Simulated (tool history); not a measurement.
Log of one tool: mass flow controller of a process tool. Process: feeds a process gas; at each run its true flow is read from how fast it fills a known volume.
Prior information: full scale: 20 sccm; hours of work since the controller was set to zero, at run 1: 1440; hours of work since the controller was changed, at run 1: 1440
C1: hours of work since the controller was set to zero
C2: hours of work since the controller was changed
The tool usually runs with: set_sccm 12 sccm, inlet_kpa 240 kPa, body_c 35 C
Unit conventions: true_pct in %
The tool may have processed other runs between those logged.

run 1 hour=0.0 | set_sccm=12 inlet_kpa=240 body_c=35 | C1=1440 C2=1440 | true_pct=99.20
run 2 hour=92.9 | set_sccm=12 inlet_kpa=240 body_c=35 | C1=1483 C2=1483 | true_pct=99.10
run 3 hour=144.3 | set_sccm=12 inlet_kpa=240 body_c=35 | C1=1506 C2=1506 | true_pct=99.21
run 4 hour=213.0 | set_sccm=12 inlet_kpa=240 body_c=31 | C1=1537 C2=1537 | true_pct=99.65
run 5 hour=308.4 | set_sccm=12 inlet_kpa=240 body_c=31 | C1=1581 C2=1581 | true_pct=99.55
run 6 hour=401.1 | set_sccm=12 inlet_kpa=240 body_c=31 | C1=1623 C2=1623 | true_pct=99.59
run 7 hour=495.5 | set_sccm=12 inlet_kpa=240 body_c=31 | C1=1666 C2=1666 | true_pct=99.41
run 8 hour=579.4 | set_sccm=12 inlet_kpa=240 body_c=31 | C1=1704 C2=1704 | true_pct=99.56
run 9 hour=646.6 | set_sccm=12 inlet_kpa=240 body_c=31 | C1=1735 C2=1735 | true_pct=99.66
run 10 hour=695.1 | set_sccm=12 inlet_kpa=240 body_c=35 | C1=1757 C2=1757 | true_pct=99.18
run 11 hour=748.8 | set_sccm=12 inlet_kpa=240 body_c=35 | C1=1781 C2=1781 | true_pct=99.27
run 12 hour=838.7 | set_sccm=12 inlet_kpa=240 body_c=35 | C1=1822 C2=1822 | true_pct=99.12
run 13 hour=888.8 | set_sccm=2 inlet_kpa=240 body_c=35 | C1=1845 C2=1845 | true_pct=101.58
run 14 hour=982.7 | set_sccm=12 inlet_kpa=213 body_c=35 | C1=1888 C2=1888 | true_pct=98.95
run 15 hour=1042.2 | set_sccm=12 inlet_kpa=240 body_c=21 | C1=1915 C2=1915 | true_pct=100.75
run 16 hour=1099.5 | set_sccm=12 inlet_kpa=240 body_c=21 | C1=1941 C2=1941 | true_pct=100.77
run 17 hour=1202.3 | set_sccm=12 inlet_kpa=240 body_c=21 | C1=1988 C2=1988 | true_pct=100.58
run 18 hour=1248.2 | set_sccm=12 inlet_kpa=240 body_c=21 | C1=2009 C2=2009 | true_pct=100.76
run 19 hour=1305.5 | set_sccm=12 inlet_kpa=240 body_c=21 | C1=2035 C2=2035 | true_pct=100.63
run 20 hour=1353.4 | set_sccm=12 inlet_kpa=240 body_c=21 | C1=2057 C2=2057 | true_pct=100.65
-- hour=1362.3 controller's zero set anew
run 21 hour=1408.3 | set_sccm=12 inlet_kpa=240 body_c=35 | C1=21 C2=2082 | true_pct=99.65
run 22 hour=1473.0 | set_sccm=19 inlet_kpa=147 body_c=35 | C1=50 C2=2111 | true_pct=98.91
run 23 hour=1564.2 | set_sccm=19 inlet_kpa=147 body_c=35 | C1=92 C2=2153 | true_pct=98.87
run 24 hour=1613.8 | set_sccm=8 inlet_kpa=245 body_c=26 | C1=115 C2=2175 | true_pct=101.09
run 25 hour=1716.3 | set_sccm=8 inlet_kpa=235 body_c=26 | C1=161 C2=2222 | true_pct=100.84
run 26 hour=1789.3 | set_sccm=8 inlet_kpa=235 body_c=21 | C1=195 C2=2255 | true_pct=101.54
run 27 hour=1870.4 | set_sccm=7 inlet_kpa=193 body_c=23 | C1=232 C2=2292 | true_pct=101.20
run 28 hour=1939.2 | set_sccm=19 inlet_kpa=153 body_c=21 | C1=263 C2=2324 | true_pct=100.38
-- hour=1981.5 controller's zero set anew, once more
run 29 hour=2016.8 | set_sccm=19 inlet_kpa=153 body_c=21 | C1=16 C2=2359 | true_pct=99.54
run 30 hour=2094.0 | set_sccm=19 inlet_kpa=153 body_c=21 | C1=51 C2=2394 | true_pct=99.63
run 31 hour=2164.8 | set_sccm=19 inlet_kpa=153 body_c=21 | C1=84 C2=2426 | true_pct=99.72
run 32 hour=2250.5 | set_sccm=4 inlet_kpa=153 body_c=27 | C1=123 C2=2465 | true_pct=98.49
run 33 hour=2346.4 | set_sccm=3 inlet_kpa=153 body_c=30 | C1=166 C2=2509 | true_pct=98.54
run 34 hour=2391.0 | set_sccm=3 inlet_kpa=240 body_c=40 | C1=187 C2=2529 | true_pct=98.03
run 35 hour=2464.9 | set_sccm=3 inlet_kpa=237 body_c=23 | C1=220 C2=2563 | true_pct=99.79
run 36 hour=2555.2 | set_sccm=2 inlet_kpa=140 body_c=35 | C1=261 C2=2604 | true_pct=97.85
run 37 hour=2621.5 | set_sccm=12 inlet_kpa=186 body_c=21 | C1=292 C2=2634 | true_pct=99.52
run 38 hour=2670.5 | set_sccm=9 inlet_kpa=177 body_c=30 | C1=314 C2=2657 | true_pct=98.53
run 39 hour=2771.6 | set_sccm=20 inlet_kpa=240 body_c=37 | C1=360 C2=2703 | true_pct=98.60
run 40 hour=2825.7 | set_sccm=20 inlet_kpa=240 body_c=22 | C1=385 C2=2727 | true_pct=100.16
run 41 hour=2915.8 | set_sccm=14 inlet_kpa=145 body_c=22 | C1=426 C2=2769 | true_pct=99.28

Below, some changes in true_pct between adjacent runs. For each, the amount present without the hidden state too (settings, incoming material, random variation) and the amount remaining for the hidden state with gauge scatter not shared by both compared results:
Hidden conditions of the tool in this case: flow at rest that the sensor doesn't see, % of full scale; true flow over the shown one, %; drift of the gauge itself on true_pct, %.
Run 12 -> 13: set_sccm 12 -> 2. true_pct +2.46 %: hidden state +2.95, all else -0.49.
Run 13 -> 14: set_sccm 2 -> 12, inlet_kpa 240 -> 213. true_pct -2.63 %: hidden state -2.95, all else +0.32.
Run 23 -> 24: set_sccm 19 -> 8, inlet_kpa 147 -> 245, body_c 35 -> 26. true_pct +2.22 %: hidden state +0.99, all else +1.23.
Run 27 -> 28: set_sccm 7 -> 19, inlet_kpa 193 -> 153, body_c 23 -> 21. true_pct -0.82 %: hidden state -1.27, all else +0.45.
